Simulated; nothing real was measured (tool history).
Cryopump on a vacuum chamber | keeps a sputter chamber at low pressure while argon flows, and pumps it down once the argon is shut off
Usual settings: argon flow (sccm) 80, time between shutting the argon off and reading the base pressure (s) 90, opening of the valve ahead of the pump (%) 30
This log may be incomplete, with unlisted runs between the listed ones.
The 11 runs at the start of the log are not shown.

| run | hour | argon flow (sccm) | time between shutting the argon off and reading the base pressure (s) | opening of the valve ahead of the pump (%) | hours of work since the pump was warmed up and emptied | hours of work since the cold head was overhauled | hours of work since the chamber's fittings were tightened | pressure while argon flows (Pa) | pressure after the wait (uPa) |
|---|---|---|---|---|---|---|---|---|---|
| 12 | 701.6 | 80 | 90 | 30 | 847 | 1840 | 1592 | 0.2661 | 1.28 |
| 13 | 756.0 | 80 | 43 | 30 | 877 | 1870 | 1622 | 0.2662 | 2.19 |
| 14 | 821.3 | 38 | 90 | 30 | 914 | 1907 | 1659 | 0.1267 | 1.29 |
|  | 842.1 | pump warmed up, emptied and cooled again |
| 15 | 921.8 | 38 | 90 | 30 | 45 | 1961 | 1713 | 0.1185 | 1.22 |
| 16 | 1016.0 | 38 | 90 | 30 | 98 | 2014 | 1766 | 0.1182 | 1.22 |
| 17 | 1092.8 | 38 | 90 | 30 | 141 | 2057 | 1809 | 0.1198 | 1.24 |
| 18 | 1185.4 | 38 | 90 | 30 | 193 | 2109 | 1861 | 0.1187 | 1.25 |
| 19 | 1243.5 | 51 | 29 | 24 | 226 | 2142 | 1894 | 0.2012 | 3.02 |
| 20 | 1307.2 | 42 | 90 | 30 | 262 | 2178 | 1930 | 0.1327 | 1.28 |
| 21 | 1371.7 | 80 | 209 | 24 | 298 | 2214 | 1966 | 0.3144 | 0.77 |
| 22 | 1436.3 | 80 | 27 | 22 | 334 | 2250 | 2003 | 0.3444 | 3.36 |
| 23 | 1479.7 | 62 | 39 | 37 | 359 | 2275 | 2027 | 0.1633 | 2.43 |
| 24 | 1523.7 | 80 | 90 | 18 | 384 | 2300 | 2052 | 0.4212 | 1.31 |
|  | 1544.5 | leaking fittings of the chamber tightened, without venting |
| 25 | 1588.0 | 146 | 252 | 57 | 419 | 2335 | 24 | 0.2561 | 0.52 |
| 26 | 1685.9 | 146 | 252 | 57 | 474 | 2390 | 80 | 0.2575 | 0.52 |
| 27 | 1781.3 | 146 | 252 | 57 | 528 | 2444 | 133 | 0.2611 | 0.52 |
| 28 | 1875.0 | 146 | 252 | 57 | 580 | 2496 | 186 | 0.2613 | 0.53 |
| 29 | 1966.2 | 146 | 252 | 57 | 632 | 2548 | 237 | 0.2650 | 0.58 |
| 30 | 2054.9 | 146 | 252 | 57 | 681 | 2597 | 287 | 0.2676 | 0.57 |
| 31 | 2145.3 | 38 | 219 | 40 | 732 | 2648 | 338 | 0.0955 | 0.63 |
| 32 | 2193.6 | 80 | 90 | 24 | 760 | 2676 | 365 | 0.3259 | 1.17 |
| 33 | 2239.6 | 80 | 90 | 24 | 785 | 2701 | 391 | 0.3269 | 1.13 |

Alternative continuations, all from the tool just after run 33; predict every row:
| A | 2290.6 | 45 | 59 | 18 | 814 | 2730 | 420 | ? | ? |
| B | 2290.6 | 39 | 90 | 24 | 814 | 2730 | 420 | ? | ? |
| C | 2290.6 | 35 | 90 | 41 | 814 | 2730 | 420 | ? | ? |
| D | 2290.6 | 151 | 90 | 24 | 814 | 2730 | 420 | ? | ? |

| run | pressure while argon flows (Pa) | pressure after the wait (uPa) |
|---|---|---|
| A | 0.2417 | 1.59 |
| B | 0.1600 | 1.16 |
| C | 0.0871 | 1.17 |
| D | 0.6176 | 1.13 |
Stripped of hidden state, with their random variation kept, the same runs would have yielded:
| run | pressure while argon flows (Pa) | pressure after the wait (uPa) |
|---|---|---|
| A | 0.2306 | 1.47 |
| B | 0.1503 | 1.04 |
| C | 0.0784 | 1.05 |
| D | 0.5803 | 1.00 |
